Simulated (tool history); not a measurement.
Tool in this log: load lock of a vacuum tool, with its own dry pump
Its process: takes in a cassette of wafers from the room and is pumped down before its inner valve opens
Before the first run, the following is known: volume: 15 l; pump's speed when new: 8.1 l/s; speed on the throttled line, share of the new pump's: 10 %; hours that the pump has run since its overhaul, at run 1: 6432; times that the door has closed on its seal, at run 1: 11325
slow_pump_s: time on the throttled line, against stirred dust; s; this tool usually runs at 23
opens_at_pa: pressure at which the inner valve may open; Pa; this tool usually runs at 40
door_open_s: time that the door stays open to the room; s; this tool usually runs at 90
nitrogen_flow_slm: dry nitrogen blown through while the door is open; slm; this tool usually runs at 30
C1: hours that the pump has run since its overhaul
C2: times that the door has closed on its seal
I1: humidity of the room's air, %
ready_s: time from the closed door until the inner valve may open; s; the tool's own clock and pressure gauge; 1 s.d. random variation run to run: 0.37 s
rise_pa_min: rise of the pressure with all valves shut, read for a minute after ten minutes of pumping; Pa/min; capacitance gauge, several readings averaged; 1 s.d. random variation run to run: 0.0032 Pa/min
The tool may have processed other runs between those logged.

{"run": 1, "day": 0.0, "slow_pump_s": 23, "opens_at_pa": 40, "door_open_s": 90, "nitrogen_flow_slm": 30, "C1": 6432, "C2": 11325, "I1": 46.6, "ready_s": 36.4, "rise_pa_min": 0.123}
{"run": 2, "day": 4.967, "slow_pump_s": 23, "opens_at_pa": 40, "door_open_s": 90, "nitrogen_flow_slm": 30, "C1": 6551, "C2": 11448, "I1": 43.8, "ready_s": 36.3, "rise_pa_min": 0.117}
{"run": 3, "day": 15.567, "slow_pump_s": 23, "opens_at_pa": 40, "door_open_s": 90, "nitrogen_flow_slm": 30, "C1": 6806, "C2": 11711, "I1": 47.1, "ready_s": 35.6, "rise_pa_min": 0.126}
{"run": 4, "day": 25.654, "slow_pump_s": 23, "opens_at_pa": 40, "door_open_s": 90, "nitrogen_flow_slm": 30, "C1": 7048, "C2": 11961, "I1": 43.4, "ready_s": 36.4, "rise_pa_min": 0.114}
{"run": 5, "day": 31.988, "slow_pump_s": 23, "opens_at_pa": 40, "door_open_s": 90, "nitrogen_flow_slm": 30, "C1": 7200, "C2": 12118, "I1": 42.1, "ready_s": 36.5, "rise_pa_min": 0.112}
{"run": 6, "day": 38.738, "slow_pump_s": 23, "opens_at_pa": 40, "door_open_s": 90, "nitrogen_flow_slm": 30, "C1": 7362, "C2": 12285, "I1": 48.3, "ready_s": 36.4, "rise_pa_min": 0.127}
{"run": 7, "day": 49.638, "slow_pump_s": 23, "opens_at_pa": 40, "door_open_s": 90, "nitrogen_flow_slm": 30, "C1": 7624, "C2": 12556, "I1": 46.6, "ready_s": 36.1, "rise_pa_min": 0.129}
{"run": 8, "day": 58.775, "slow_pump_s": 21, "opens_at_pa": 40, "door_open_s": 90, "nitrogen_flow_slm": 30, "C1": 7843, "C2": 12782, "I1": 45.4, "ready_s": 34.5, "rise_pa_min": 0.126}
{"run": 9, "day": 67.617, "slow_pump_s": 23, "opens_at_pa": 40, "door_open_s": 90, "nitrogen_flow_slm": 25, "C1": 8055, "C2": 13001, "I1": 44.5, "ready_s": 36.8, "rise_pa_min": 0.132}
{"run": 10, "day": 76.229, "slow_pump_s": 23, "opens_at_pa": 40, "door_open_s": 90, "nitrogen_flow_slm": 25, "C1": 8262, "C2": 13215, "I1": 47.8, "ready_s": 37.0, "rise_pa_min": 0.142}
{"run": 11, "day": 87.792, "slow_pump_s": 23, "opens_at_pa": 40, "door_open_s": 90, "nitrogen_flow_slm": 25, "C1": 8539, "C2": 13501, "I1": 43.8, "ready_s": 36.5, "rise_pa_min": 0.122}
{"run": 12, "day": 99.208, "slow_pump_s": 23, "opens_at_pa": 40, "door_open_s": 90, "nitrogen_flow_slm": 25, "C1": 8813, "C2": 13784, "I1": 44.7, "ready_s": 37.1, "rise_pa_min": 0.134}
{"run": 13, "day": 105.358, "slow_pump_s": 23, "opens_at_pa": 44, "door_open_s": 90, "nitrogen_flow_slm": 30, "C1": 8961, "C2": 13937, "I1": 47.6, "ready_s": 36.5, "rise_pa_min": 0.127}
{"run": 14, "day": 113.762, "slow_pump_s": 23, "opens_at_pa": 71, "door_open_s": 90, "nitrogen_flow_slm": 30, "C1": 9163, "C2": 14145, "I1": 42.4, "ready_s": 35.7, "rise_pa_min": 0.121}
{"run": 15, "day": 124.146, "slow_pump_s": 23, "opens_at_pa": 71, "door_open_s": 90, "nitrogen_flow_slm": 30, "C1": 9412, "C2": 14402, "I1": 43.4, "ready_s": 34.7, "rise_pa_min": 0.125}
{"run": 16, "day": 133.312, "slow_pump_s": 23, "opens_at_pa": 65, "door_open_s": 90, "nitrogen_flow_slm": 30, "C1": 9632, "C2": 14629, "I1": 43.5, "ready_s": 35.6, "rise_pa_min": 0.126}
{"run": 17, "day": 138.962, "slow_pump_s": 23, "opens_at_pa": 40, "door_open_s": 90, "nitrogen_flow_slm": 25, "C1": 9767, "C2": 14769, "I1": 42.6, "ready_s": 37.4, "rise_pa_min": 0.133}
{"run": 18, "day": 146.112, "slow_pump_s": 23, "opens_at_pa": 40, "door_open_s": 90, "nitrogen_flow_slm": 30, "C1": 9939, "C2": 14947, "I1": 46.9, "ready_s": 36.9, "rise_pa_min": 0.136}
{"run": 19, "day": 155.954, "slow_pump_s": 23, "opens_at_pa": 40, "door_open_s": 90, "nitrogen_flow_slm": 30, "C1": 10175, "C2": 15191, "I1": 43.3, "ready_s": 37.7, "rise_pa_min": 0.131}

Forecast run 20:
{"run": 20, "day": 164.412, "slow_pump_s": 23, "opens_at_pa": 40, "door_open_s": 90, "nitrogen_flow_slm": 30, "C1": 10378, "C2": 15400, "I1": 44.8, "ready_s": "?", "rise_pa_min": "?"}

{"run 20": {"ready_s": 36.3, "rise_pa_min": 0.126}}
If the tool had no hidden condition, the same run with the same run-to-run variation would have returned ready_s 34.7 s, rise_pa_min 0.088 Pa/min.
